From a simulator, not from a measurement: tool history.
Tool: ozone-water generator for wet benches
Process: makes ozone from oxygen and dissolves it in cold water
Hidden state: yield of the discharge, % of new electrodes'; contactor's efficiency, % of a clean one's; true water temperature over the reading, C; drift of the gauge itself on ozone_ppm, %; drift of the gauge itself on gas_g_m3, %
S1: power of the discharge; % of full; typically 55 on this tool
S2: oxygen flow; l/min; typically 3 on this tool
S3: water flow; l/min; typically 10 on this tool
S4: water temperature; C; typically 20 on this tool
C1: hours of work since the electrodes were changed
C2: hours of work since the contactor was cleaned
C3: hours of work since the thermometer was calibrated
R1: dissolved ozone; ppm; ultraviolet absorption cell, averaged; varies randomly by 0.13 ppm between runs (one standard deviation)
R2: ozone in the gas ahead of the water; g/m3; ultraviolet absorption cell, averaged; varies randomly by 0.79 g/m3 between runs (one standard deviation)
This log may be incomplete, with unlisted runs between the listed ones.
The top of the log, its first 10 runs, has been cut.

run,hour,S1,S2,S3,S4,C1,C2,C3,R1,R2
11,1085.3,55,4.87,10,20,5399,1312,1312,12.9,87.6
12,1241.4,55,3,10,20,5511,1423,1423,13.7,111.7
13,1373.8,55,3,10,13,5606,1518,1518,15.2,113.4
14,1540.1,55,3,7,13,5725,1637,1637,19.7,112.4
15,1617.5,42,3,7,13,5780,1693,1693,16.7,94.6
16,1754.3,54,3,10,20,5878,1791,1791,13.2,110.6
17,1825.2,54,3.85,10,24,5929,1842,1842,12.1,97.5
18,1954.1,54,3.85,10,24,6021,1934,1934,11.9,96.1
19,2099.2,52,3.36,8,15,6125,2038,2038,16.4,103.3
20,2175.7,52,3.36,8,15,6180,2093,2093,16.6,101.9
21,2285.5,55,3,16,12,6259,2171,2171,9.3,113

What will run 22 give?
22,2386.1,55,3,16,12,6331,2243,2243,?,?

Run 22 measured R1 9.5 ppm, R2 113 g/m3.
Had the tool carried no hidden state, the very same run would have given R1 10.6 ppm, R2 123 g/m3.
